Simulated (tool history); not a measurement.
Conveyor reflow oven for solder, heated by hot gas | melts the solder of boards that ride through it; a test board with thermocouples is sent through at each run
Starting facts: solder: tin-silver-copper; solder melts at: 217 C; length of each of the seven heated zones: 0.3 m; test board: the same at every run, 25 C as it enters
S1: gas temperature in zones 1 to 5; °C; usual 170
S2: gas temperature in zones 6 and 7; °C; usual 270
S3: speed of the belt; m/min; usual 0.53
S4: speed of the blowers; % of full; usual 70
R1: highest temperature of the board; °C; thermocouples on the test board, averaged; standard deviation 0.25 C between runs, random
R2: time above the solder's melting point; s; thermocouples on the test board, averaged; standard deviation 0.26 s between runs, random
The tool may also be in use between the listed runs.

| run | hour | S1 | S2 | S3 | S4 | R1 | R2 |
|---|---|---|---|---|---|---|---|
| 1 | 0 | 170 | 270 | 0.53 | 70 | 249.7 | 48 |
| 2 | 53.8 | 170 | 270 | 0.53 | 70 | 249.8 | 48.2 |
| 3 | 112.9 | 170 | 270 | 0.53 | 70 | 250 | 47.8 |
| 4 | 165.5 | 160 | 270 | 0.53 | 70 | 247.1 | 42.7 |
| 5 | 205.3 | 170 | 270 | 0.53 | 70 | 249.9 | 47.6 |
| 6 | 267 | 170 | 270 | 0.53 | 70 | 250 | 47.8 |
|  | 292.8 | belt drive overhauled, speed set with a stopwatch |
| 7 | 329 | 170 | 270 | 0.53 | 70 | 248.1 | 45.3 |
| 8 | 395.3 | 170 | 270 | 0.53 | 70 | 248.1 | 45.2 |
| 9 | 455.9 | 170 | 270 | 0.53 | 70 | 248.4 | 45.4 |
| 10 | 509.2 | 170 | 270 | 0.53 | 70 | 248.5 | 45.5 |
| 11 | 554.3 | 170 | 270 | 0.53 | 70 | 248.5 | 45.4 |
| 12 | 594.6 | 170 | 270 | 0.53 | 70 | 248 | 45.5 |
| 13 | 629.1 | 170 | 270 | 0.459 | 70 | 254.3 | 58.1 |
| 14 | 694.3 | 170 | 269 | 0.53 | 66 | 246.5 | 43.7 |
| 15 | 728.5 | 167 | 266 | 0.457 | 70 | 250 | 53.8 |
| 16 | 776.7 | 167 | 266 | 0.457 | 70 | 250 | 54.7 |
|  | 822.8 | flux residue cleaned out of gas plates and filters |
| 17 | 854.6 | 174 | 270 | 0.53 | 66 | 250 | 48.2 |
| 18 | 925.8 | 174 | 270 | 0.53 | 66 | 250.3 | 48.2 |
| 19 | 996.5 | 174 | 270 | 0.53 | 66 | 250 | 48 |
| 20 | 1067.7 | 179 | 270 | 0.551 | 70 | 250.5 | 48 |
| 21 | 1106 | 174 | 263 | 0.551 | 70 | 243.4 | 41.7 |
| 22 | 1153.4 | 172 | 278 | 0.638 | 70 | 248.5 | 37.1 |
| 23 | 1215.2 | 182 | 268 | 0.509 | 60 | 249.5 | 52.9 |
| 24 | 1278.9 | 182 | 268 | 0.509 | 60 | 249.7 | 52.6 |
| 25 | 1312.7 | 182 | 268 | 0.509 | 60 | 249.6 | 52.8 |

5 options for the next run, each taken on its own from the tool as it stands now. Forecast them:
| A | 1351.8 | 159 | 270 | 0.425 | 55 | ? | ? |
| B | 1351.8 | 182 | 284 | 0.623 | 82 | ? | ? |
| C | 1351.8 | 160 | 270 | 0.53 | 76 | ? | ? |
| D | 1351.8 | 182 | 275 | 0.471 | 60 | ? | ? |
| E | 1351.8 | 170 | 266 | 0.53 | 70 | ? | ? |

| run | R1 | R2 |
|---|---|---|
| A | 251.7 | 56.7 |
| B | 259.8 | 49 |
| C | 249.1 | 44.1 |
| D | 258.1 | 63.9 |
| E | 246.3 | 44.6 |
Stripped of hidden state, with their random variation kept, the same runs would have yielded:
| run | R1 | R2 |
|---|---|---|
| A | 250 | 54.9 |
| B | 258.9 | 48.3 |
| C | 247.9 | 43.1 |
| D | 256.4 | 62.4 |
| E | 245 | 43.5 |
